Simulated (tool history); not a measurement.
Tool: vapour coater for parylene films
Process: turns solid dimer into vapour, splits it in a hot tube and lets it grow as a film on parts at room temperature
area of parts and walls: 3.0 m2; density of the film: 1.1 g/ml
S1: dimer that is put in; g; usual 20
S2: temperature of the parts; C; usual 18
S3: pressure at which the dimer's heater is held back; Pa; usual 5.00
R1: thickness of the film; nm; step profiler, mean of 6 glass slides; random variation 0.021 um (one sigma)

{"run": 1, "hour": 0.0, "S1": 20, "S2": 18, "S3": 5.0, "R1": 4620}
{"run": 2, "hour": 21.2, "S1": 20, "S2": 18, "S3": 5.0, "R1": 4690}
{"run": 3, "hour": 52.0, "S1": 20, "S2": 18, "S3": 5.0, "R1": 4660}
{"run": 4, "hour": 80.4, "S1": 20, "S2": 18, "S3": 5.0, "R1": 4630}
{"run": 5, "hour": 103.8, "S1": 20, "S2": 18, "S3": 5.0, "R1": 4640}
{"run": 6, "hour": 130.9, "S1": 20, "S2": 18, "S3": 5.98, "R1": 4570}
{"run": 7, "hour": 160.8, "S1": 20, "S2": 18, "S3": 5.98, "R1": 4500}
{"run": 8, "hour": 180.4, "S1": 11, "S2": 18, "S3": 2.08, "R1": 2660}
{"run": 9, "hour": 211.2, "S1": 11, "S2": 18, "S3": 2.08, "R1": 2670}
{"run": 10, "hour": 230.1, "S1": 24, "S2": 18, "S3": 10.17, "R1": 5210}
{"run": 11, "hour": 262.0, "S1": 15, "S2": 18, "S3": 2.06, "R1": 3620}
{"run": 12, "hour": 287.0, "S1": 15, "S2": 28, "S3": 6.31, "R1": 2540}
{"run": 13, "hour": 301.7, "S1": 20, "S2": 11, "S3": 2.5, "R1": 5710}

4 ways to go on from here, each from the tool as it stands after run 13. What would each give?
{"run": "A", "hour": 322.8, "S1": 8, "S2": 23, "S3": 4.0, "R1": "?"}
{"run": "B", "hour": 322.8, "S1": 24, "S2": 11, "S3": 2.31, "R1": "?"}
{"run": "C", "hour": 322.8, "S1": 9, "S2": 15, "S3": 8.79, "R1": "?"}
{"run": "D", "hour": 322.8, "S1": 33, "S2": 12, "S3": 2.5, "R1": "?"}

run=A R1=1600
run=B R1=6790
run=C R1=2110
run=D R1=9100
Without the tool's hidden state the same runs would have given:
run=A R1=1700
run=B R1=7120
run=C R1=2230
run=D R1=9640
